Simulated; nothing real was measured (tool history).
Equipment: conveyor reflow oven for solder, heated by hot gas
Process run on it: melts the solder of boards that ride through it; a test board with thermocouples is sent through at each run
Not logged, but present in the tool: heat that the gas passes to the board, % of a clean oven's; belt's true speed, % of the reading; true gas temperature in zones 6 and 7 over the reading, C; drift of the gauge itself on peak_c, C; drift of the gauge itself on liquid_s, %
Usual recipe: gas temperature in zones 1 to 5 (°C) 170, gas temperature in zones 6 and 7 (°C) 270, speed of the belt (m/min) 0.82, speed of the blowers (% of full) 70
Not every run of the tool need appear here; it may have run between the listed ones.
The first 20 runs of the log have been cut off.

run   hour  gas temperature in zones 1 to 5 (°C)  gas temperature in zones 6 and 7 (°C)  speed of the belt (m/min)  speed of the blowers (% of full)  hours of work since the flux was cleaned out  hours of work since the belt drive was overhauled  hours of work since the thermocouples were changed  highest temperature of the board (°C)  time above the solder's melting point (s)
 21  134.4                                   181                                    265                      0.774                                80                                           111                                                232                                                  88                                  251.3                                       36.3
 22  141.1                                   167                                    273                      0.866                                58                                           115                                                236                                                  92                                  242.6                                       23.6
 23  145.2                                   177                                    270                       0.82                                53                                           117                                                238                                                  94                                  242.5                                       26.8
 24  152.5                                   169                                    273                       0.82                                72                                           121                                                242                                                  98                                  250.9                                       31.2
 25  157.4                                   184                                    272                      0.766                                62                                           124                                                245                                                 101                                  253.5                                       37.1
 26  163.9                                   161                                    269                      0.813                                63                                           128                                                249                                                 105                                  243.1                                         25
 27    173                                   182                                    270                       0.82                                66                                           133                                                254                                                 110                                    250                                       33.4
 28  177.3                                   182                                    270                       0.82                                67                                           135                                                256                                                 112                                  250.4                                       32.8
 29  182.3                                   182                                    270                      0.727                                67                                           138                                                259                                                 115                                  253.5                                       39.8
 30  191.5                                   182                                    270                      0.727                                67                                           143                                                264                                                 120                                  254.3                                       39.8
 31  200.9                                   167                                    270                       0.82                                70                                           148                                                269                                                 125                                  247.9                                       28.9

Alternative continuations, all from the tool just after run 31; predict every row:
  A  207.4                                   172                                    270                      0.896                                67                                           152                                                273                                                 129                                      ?                                          ?
  B  207.4                                   167                                    270                      0.855                                70                                           152                                                273                                                 129                                      ?                                          ?
  C  207.4                                   170                                    271                       0.82                                68                                           152                                                273                                                 129                                      ?                                          ?
  D  207.4                                   177                                    264                      0.709                                70                                           152                                                273                                                 129                                      ?                                          ?

run  highest temperature of the board (°C)  time above the solder's melting point (s)
  A                                  244.3                                       24.4
  B                                  245.8                                       26.6
  C                                  248.3                                       29.4
  D                                  249.6                                       37.4
Stripped of hidden state, with their random variation kept, the same runs would have yielded:
run  highest temperature of the board (°C)  time above the solder's melting point (s)
  A                                  245.9                                       25.3
  B                                  247.4                                       27.4
  C                                  249.7                                       30.1
  D                                  250.7                                       37.9

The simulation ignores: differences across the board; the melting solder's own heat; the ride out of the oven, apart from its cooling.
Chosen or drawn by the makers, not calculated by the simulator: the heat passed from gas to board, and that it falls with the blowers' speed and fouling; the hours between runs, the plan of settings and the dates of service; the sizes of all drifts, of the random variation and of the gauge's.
